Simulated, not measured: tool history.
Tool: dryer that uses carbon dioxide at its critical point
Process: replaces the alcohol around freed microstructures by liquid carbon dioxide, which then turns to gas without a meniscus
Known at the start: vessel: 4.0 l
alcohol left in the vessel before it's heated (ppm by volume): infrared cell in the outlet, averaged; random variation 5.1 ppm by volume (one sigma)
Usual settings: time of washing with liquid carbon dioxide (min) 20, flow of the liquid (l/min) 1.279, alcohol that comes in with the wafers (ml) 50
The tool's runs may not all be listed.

run    day  time of washing with liquid carbon dioxide (min)  flow of the liquid (l/min)  alcohol that comes in with the wafers (ml)  alcohol left in the vessel before it's heated (ppm by volume)
  1      0                                                20                       1.279                                          50                                                             92
  2  0.496                                                20                       1.279                                          50                                                             97
  3  0.908                                                20                       1.279                                          50                                                            100
  4  1.138                                                20                       1.279                                          50                                                            100
  5  1.438                                                20                       1.279                                          50                                                            102
  6  1.825                                                20                       1.279                                          50                                                             99
  7  2.196                                                20                       1.279                                          50                                                            110
  8  2.658                                                14                        1.27                                          92                                                            624

Forecast run 9:
  9  3.075                                                14                        1.27                                          92                                                              ?

alcohol left in the vessel before it's heated (ppm by volume): 632
Without the tool's hidden state the same run would have given alcohol left in the vessel before it's heated (ppm by volume) 522.

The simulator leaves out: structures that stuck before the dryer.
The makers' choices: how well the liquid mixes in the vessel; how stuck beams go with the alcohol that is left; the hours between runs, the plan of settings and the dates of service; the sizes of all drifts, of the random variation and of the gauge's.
